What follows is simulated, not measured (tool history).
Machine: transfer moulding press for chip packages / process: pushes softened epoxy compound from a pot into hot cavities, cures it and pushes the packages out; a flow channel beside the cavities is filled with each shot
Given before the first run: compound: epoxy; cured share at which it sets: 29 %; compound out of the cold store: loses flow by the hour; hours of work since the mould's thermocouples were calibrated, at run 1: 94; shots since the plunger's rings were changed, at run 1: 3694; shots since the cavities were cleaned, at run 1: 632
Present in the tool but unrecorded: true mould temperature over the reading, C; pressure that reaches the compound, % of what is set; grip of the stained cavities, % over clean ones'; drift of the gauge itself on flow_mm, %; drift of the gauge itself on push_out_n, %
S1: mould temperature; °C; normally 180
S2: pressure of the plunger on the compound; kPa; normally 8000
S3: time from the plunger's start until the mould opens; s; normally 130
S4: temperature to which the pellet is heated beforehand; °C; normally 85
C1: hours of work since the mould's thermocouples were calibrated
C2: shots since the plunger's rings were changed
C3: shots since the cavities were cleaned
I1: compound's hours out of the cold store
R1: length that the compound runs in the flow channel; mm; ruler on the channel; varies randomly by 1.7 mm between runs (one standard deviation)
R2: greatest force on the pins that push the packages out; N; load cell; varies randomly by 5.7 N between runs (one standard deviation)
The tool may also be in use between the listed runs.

run	hour	S1	S2	S3	S4	C1	C2	C3	I1	R1	R2
1	0.0	180	8000	130	85	94	3694	632	46.6	724	363
2	19.3	180	8000	130	85	104	3831	769	19.4	879	362
3	32.7	180	8000	130	85	111	3925	863	35.8	781	385
4	47.0	180	8000	130	85	118	4027	965	35.1	787	406
5	59.0	180	8000	130	85	124	4112	1050	18.1	883	405
# hour 70.9: cavities cleaned with cleaning compound and waxed
6	80.9	180	9230	130	85	134	4256	71	40.7	811	232
7	99.3	180	8000	130	85	144	4387	202	14.2	909	294
8	110.5	180	8000	130	85	149	4466	281	11.3	927	320
9	133.4	180	8620	130	85	161	4628	443	25.1	870	357
10	156.6	180	8620	130	85	172	4793	608	24.4	877	372
11	179.6	186	6490	125	75	184	4956	771	14.2	806	391
12	196.1	186	6490	125	75	192	5073	888	22.0	761	377
13	207.3	186	6490	125	75	198	5153	968	40.1	673	384
14	227.2	186	6490	125	75	208	5293	1108	22.6	758	402
# hour 230.3: cavities cleaned with cleaning compound and waxed
15	250.9	173	6490	136	75	219	5451	146	13.5	830	321
16	265.8	185	7540	121	79	227	5556	251	12.6	877	299
17	277.3	185	10000	159	82	232	5637	332	16.6	983	291
18	295.0	182	10000	159	95	241	5763	458	13.3	1011	334
19	309.6	182	10000	159	95	249	5867	562	35.3	865	342
20	322.5	183	8000	146	75	255	5958	653	44.9	719	350

Forecast each of these 5 alternatives for the next run:
A	333.7	185	8000	130	85	261	6038	733	36.3	?	?
B	333.7	183	8000	146	88	261	6038	733	40.0	?	?
C	333.7	183	8000	157	75	261	6038	733	30.3	?	?
D	333.7	180	7680	130	85	261	6038	733	25.0	?	?
E	333.7	183	7190	130	76	261	6038	733	23.0	?	?

run	R1	R2
A	764	381
B	745	370
C	794	370
D	814	386
E	796	374
Without the tool's unlogged condition, the same runs would have read:
run	R1	R2
A	797	198
B	777	196
C	828	192
D	849	201
E	831	194
